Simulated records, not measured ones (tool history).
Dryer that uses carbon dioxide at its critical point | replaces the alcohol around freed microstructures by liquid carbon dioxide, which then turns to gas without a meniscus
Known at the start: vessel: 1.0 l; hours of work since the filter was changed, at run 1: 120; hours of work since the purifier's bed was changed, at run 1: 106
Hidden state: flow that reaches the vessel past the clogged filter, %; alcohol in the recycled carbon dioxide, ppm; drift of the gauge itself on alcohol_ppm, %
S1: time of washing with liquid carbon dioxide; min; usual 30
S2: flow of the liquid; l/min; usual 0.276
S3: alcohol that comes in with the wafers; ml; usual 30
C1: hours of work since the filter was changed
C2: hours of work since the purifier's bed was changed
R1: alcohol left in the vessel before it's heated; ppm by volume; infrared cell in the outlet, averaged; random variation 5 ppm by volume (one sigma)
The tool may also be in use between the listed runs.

| run | hour | S1 | S2 | S3 | C1 | C2 | R1 |
|---|---|---|---|---|---|---|---|
| 1 | 0 | 30 | 0.276 | 30 | 120 | 106 | 51 |
| 2 | 15.3 | 30 | 0.396 | 30 | 127 | 112 | 24 |
| 3 | 37.8 | 30 | 0.396 | 30 | 137 | 122 | 22 |
| 4 | 52.4 | 30 | 0.396 | 58 | 143 | 129 | 26 |
| 5 | 70.5 | 30 | 0.396 | 58 | 151 | 137 | 28 |
| 6 | 93.3 | 25 | 0.276 | 30 | 161 | 147 | 117 |
| 7 | 103.4 | 30 | 0.276 | 40 | 166 | 151 | 73 |
| 8 | 119.7 | 30 | 0.276 | 40 | 173 | 158 | 61 |
| 9 | 136.5 | 30 | 0.276 | 40 | 180 | 166 | 72 |
| 10 | 148.7 | 30 | 0.276 | 40 | 186 | 171 | 75 |
| 11 | 169.9 | 30 | 0.276 | 30 | 195 | 181 | 72 |
| 12 | 183.9 | 30 | 0.276 | 30 | 201 | 187 | 72 |
| 13 | 202.5 | 30 | 0.254 | 30 | 209 | 195 | 85 |
| 14 | 221.3 | 30 | 0.254 | 80 | 218 | 203 | 185 |
| 15 | 237.6 | 30 | 0.254 | 80 | 225 | 210 | 188 |
|  | 252 | inlet filter changed |
| 16 | 252 | 30 | 0.254 | 80 | 0 | 216 | 124 |
| 17 | 264.8 | 30 | 0.254 | 80 | 6 | 222 | 129 |
| 18 | 277.7 | 30 | 0.254 | 80 | 11 | 228 | 143 |
| 19 | 290.5 | 30 | 0.254 | 80 | 17 | 233 | 137 |
| 20 | 302.6 | 30 | 0.254 | 80 | 22 | 239 | 145 |
| 21 | 322.5 | 30 | 0.254 | 80 | 31 | 247 | 154 |
| 22 | 336.3 | 30 | 0.254 | 80 | 37 | 253 | 142 |
| 23 | 352.5 | 30 | 0.254 | 80 | 44 | 261 | 145 |
| 24 | 369.1 | 35 | 0.309 | 39 | 52 | 268 | 58 |
| 25 | 385.6 | 26 | 0.276 | 30 | 59 | 275 | 114 |
| 26 | 396.5 | 26 | 0.276 | 30 | 64 | 280 | 117 |
| 27 | 414.8 | 32 | 0.276 | 33 | 72 | 288 | 68 |
| 28 | 432.7 | 37 | 0.279 | 48 | 80 | 296 | 69 |
| 29 | 447.3 | 37 | 0.279 | 48 | 86 | 302 | 71 |
| 30 | 459.2 | 41 | 0.279 | 48 | 91 | 308 | 70 |
| 31 | 470.1 | 24 | 0.254 | 30 | 96 | 312 | 223 |
| 32 | 493 | 19 | 0.392 | 21 | 106 | 322 | 103 |
| 33 | 508.4 | 29 | 0.392 | 38 | 113 | 329 | 62 |
| 34 | 522.2 | 22 | 0.246 | 73 | 119 | 335 | 786 |
| 35 | 537.7 | 22 | 0.246 | 73 | 126 | 342 | 793 |
| 36 | 555.9 | 22 | 0.246 | 45 | 134 | 350 | 513 |
| 37 | 566.4 | 32 | 0.312 | 87 | 139 | 355 | 86 |
| 38 | 587 | 32 | 0.312 | 87 | 148 | 364 | 95 |
| 39 | 602.6 | 19 | 0.179 | 27 | 155 | 371 | 1639 |
| 40 | 623.1 | 41 | 0.342 | 27 | 164 | 380 | 77 |
| 41 | 637.3 | 44 | 0.342 | 70 | 170 | 386 | 81 |
| 42 | 653.6 | 39 | 0.198 | 23 | 177 | 393 | 112 |
| 43 | 667.6 | 36 | 0.249 | 119 | 183 | 399 | 151 |
| 44 | 685.8 | 28 | 0.398 | 30 | 191 | 407 | 86 |
| 45 | 697.6 | 26 | 0.306 | 30 | 196 | 413 | 115 |
| 46 | 719.2 | 22 | 0.418 | 93 | 206 | 422 | 127 |

Hidden state at the last listed run before each entry between runs and at the first one after, where it differs:
Between runs 15 and 16: inlet filter changed (hour 252)
  flow that reaches the vessel past the clogged filter, %: 92.5 -> 99.9; alcohol in the recycled carbon dioxide, ppm: 43.6 -> 44.7
  measured less the result without the state, R1: +97 -> +40 ppm by volume
